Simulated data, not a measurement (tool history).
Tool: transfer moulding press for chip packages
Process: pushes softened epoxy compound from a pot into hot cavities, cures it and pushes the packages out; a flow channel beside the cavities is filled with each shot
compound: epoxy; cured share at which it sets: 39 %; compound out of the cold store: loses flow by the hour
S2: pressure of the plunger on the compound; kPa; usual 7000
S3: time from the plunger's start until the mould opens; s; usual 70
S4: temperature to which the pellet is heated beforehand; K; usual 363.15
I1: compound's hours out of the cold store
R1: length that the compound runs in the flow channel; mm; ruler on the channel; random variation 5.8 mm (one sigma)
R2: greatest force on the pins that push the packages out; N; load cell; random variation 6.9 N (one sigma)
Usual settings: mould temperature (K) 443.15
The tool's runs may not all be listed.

Run 1, day 0.000: usual settings; I1 32.9. Result: R1 867 mm, R2 413 N.
At day 0.550: cavities cleaned with cleaning compound and waxed.
Run 2, day 0.688: usual settings; I1 33.2. Result: R1 865 mm, R2 299 N.
Run 3, day 1.267: usual settings; I1 38.3. Result: R1 849 mm, R2 360 N.
Run 4, day 1.858: usual settings but S4 354.15 K; I1 29.6. Result: R1 871 mm, R2 422 N.
At day 2.388: cavities cleaned with cleaning compound and waxed.
Run 5, day 2.517: usual settings but S4 354.15 K; I1 15.5. Result: R1 901 mm, R2 342 N.
Run 6, day 3.075: usual settings but S2 6970 kPa, S4 354.15 K; I1 29.8. Result: R1 868 mm, R2 355 N.
Run 7, day 3.700: usual settings; I1 38.6. Result: R1 831 mm, R2 399 N.
Run 8, day 4.154: usual settings but S3 55 s; I1 45.9. Result: R1 815 mm, R2 826 N.
At day 4.275: cavities cleaned with cleaning compound and waxed.
Run 9, day 4.729: usual settings; I1 26.3. Result: R1 857 mm, R2 345 N.
Run 10, day 5.121: usual settings; I1 39.3. Result: R1 835 mm, R2 368 N.
Run 11, day 5.608: usual settings; I1 47.4. Result: R1 812 mm, R2 415 N.
At day 6.142: cavities cleaned with cleaning compound and waxed.
Run 12, day 6.142: usual settings but S4 368.15 K; I1 33.8. Result: R1 841 mm, R2 273 N.

Forecast run 13:
Run 13, day 6.488: usual settings but S2 5400 kPa; I1 12.8. Result: R1 ?, R2 ?.

{"run 13": {"R1": 777, "R2": 345}}
Without the tool's hidden state the same run would have given R1 817 mm, R2 290 N.
